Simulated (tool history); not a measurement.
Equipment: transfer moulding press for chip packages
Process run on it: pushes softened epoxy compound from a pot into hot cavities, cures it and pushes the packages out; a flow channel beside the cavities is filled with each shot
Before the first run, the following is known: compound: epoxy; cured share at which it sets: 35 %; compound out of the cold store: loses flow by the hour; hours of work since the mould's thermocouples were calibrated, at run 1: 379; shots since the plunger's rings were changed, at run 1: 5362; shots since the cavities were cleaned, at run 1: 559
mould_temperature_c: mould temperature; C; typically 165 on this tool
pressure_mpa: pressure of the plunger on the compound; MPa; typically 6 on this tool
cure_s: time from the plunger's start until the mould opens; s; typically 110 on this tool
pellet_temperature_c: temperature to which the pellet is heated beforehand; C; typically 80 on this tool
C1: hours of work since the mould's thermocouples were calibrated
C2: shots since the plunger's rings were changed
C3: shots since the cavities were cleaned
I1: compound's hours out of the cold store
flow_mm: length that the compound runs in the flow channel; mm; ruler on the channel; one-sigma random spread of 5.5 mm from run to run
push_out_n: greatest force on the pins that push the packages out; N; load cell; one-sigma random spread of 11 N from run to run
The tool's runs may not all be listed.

{"run": 1, "day": 0.0, "mould_temperature_c": 165, "pressure_mpa": 6, "cure_s": 110, "pellet_temperature_c": 80, "C1": 379, "C2": 5362, "C3": 559, "I1": 15.9, "flow_mm": 558, "push_out_n": 998}
{"run": 2, "day": 0.483, "mould_temperature_c": 165, "pressure_mpa": 6, "cure_s": 103, "pellet_temperature_c": 80, "C1": 387, "C2": 5486, "C3": 683, "I1": 33, "flow_mm": 534, "push_out_n": 1128}
{"day": 0.725, "done": "cavities cleaned with cleaning compound and waxed"}
{"run": 3, "day": 1.138, "mould_temperature_c": 165, "pressure_mpa": 6, "cure_s": 103, "pellet_temperature_c": 80, "C1": 396, "C2": 5639, "C3": 106, "I1": 34.1, "flow_mm": 521, "push_out_n": 665}
{"run": 4, "day": 1.583, "mould_temperature_c": 165, "pressure_mpa": 6, "cure_s": 103, "pellet_temperature_c": 80, "C1": 403, "C2": 5753, "C3": 220, "I1": 14, "flow_mm": 553, "push_out_n": 805}
{"day": 2.262, "done": "plunger's sealing rings changed"}
{"run": 5, "day": 2.262, "mould_temperature_c": 165, "pressure_mpa": 6, "cure_s": 103, "pellet_temperature_c": 80, "C1": 411, "C2": 0, "C3": 368, "I1": 22.6, "flow_mm": 572, "push_out_n": 920}
{"run": 6, "day": 2.788, "mould_temperature_c": 165, "pressure_mpa": 6, "cure_s": 110, "pellet_temperature_c": 80, "C1": 419, "C2": 135, "C3": 503, "I1": 33.5, "flow_mm": 560, "push_out_n": 896}
{"run": 7, "day": 3.217, "mould_temperature_c": 165, "pressure_mpa": 6, "cure_s": 110, "pellet_temperature_c": 80, "C1": 426, "C2": 245, "C3": 613, "I1": 46.5, "flow_mm": 533, "push_out_n": 949}
{"run": 8, "day": 3.658, "mould_temperature_c": 165, "pressure_mpa": 6, "cure_s": 110, "pellet_temperature_c": 80, "C1": 433, "C2": 358, "C3": 726, "I1": 34.3, "flow_mm": 556, "push_out_n": 996}
{"day": 3.754, "done": "cavities cleaned with cleaning compound and waxed"}
{"run": 9, "day": 4.088, "mould_temperature_c": 165, "pressure_mpa": 6, "cure_s": 110, "pellet_temperature_c": 80, "C1": 438, "C2": 453, "C3": 85, "I1": 47.9, "flow_mm": 535, "push_out_n": 598}
{"run": 10, "day": 4.729, "mould_temperature_c": 165, "pressure_mpa": 5.12, "cure_s": 110, "pellet_temperature_c": 80, "C1": 448, "C2": 618, "C3": 250, "I1": 31.2, "flow_mm": 516, "push_out_n": 731}
{"run": 11, "day": 5.275, "mould_temperature_c": 165, "pressure_mpa": 5.12, "cure_s": 110, "pellet_temperature_c": 80, "C1": 457, "C2": 758, "C3": 390, "I1": 29.7, "flow_mm": 517, "push_out_n": 847}
{"run": 12, "day": 5.562, "mould_temperature_c": 165, "pressure_mpa": 5.12, "cure_s": 110, "pellet_temperature_c": 80, "C1": 461, "C2": 833, "C3": 465, "I1": 38.2, "flow_mm": 493, "push_out_n": 869}
{"run": 13, "day": 6.233, "mould_temperature_c": 165, "pressure_mpa": 6, "cure_s": 110, "pellet_temperature_c": 85, "C1": 471, "C2": 1005, "C3": 637, "I1": 21.4, "flow_mm": 568, "push_out_n": 947}
{"day": 6.692, "done": "cavities cleaned with cleaning compound and waxed"}
{"run": 14, "day": 6.975, "mould_temperature_c": 165, "pressure_mpa": 6, "cure_s": 110, "pellet_temperature_c": 85, "C1": 482, "C2": 1179, "C3": 72, "I1": 35.4, "flow_mm": 548, "push_out_n": 596}

Forecast run 15:
{"run": 15, "day": 7.325, "mould_temperature_c": 165, "pressure_mpa": 6, "cure_s": 110, "pellet_temperature_c": 85, "C1": 487, "C2": 1269, "C3": 162, "I1": 34.6, "flow_mm": "?", "push_out_n": "?"}

Run 15 yielded flow_mm 546 mm, push_out_n 664 N.
With no hidden state in the tool, this same run would have given flow_mm 556 mm, push_out_n 500 N.

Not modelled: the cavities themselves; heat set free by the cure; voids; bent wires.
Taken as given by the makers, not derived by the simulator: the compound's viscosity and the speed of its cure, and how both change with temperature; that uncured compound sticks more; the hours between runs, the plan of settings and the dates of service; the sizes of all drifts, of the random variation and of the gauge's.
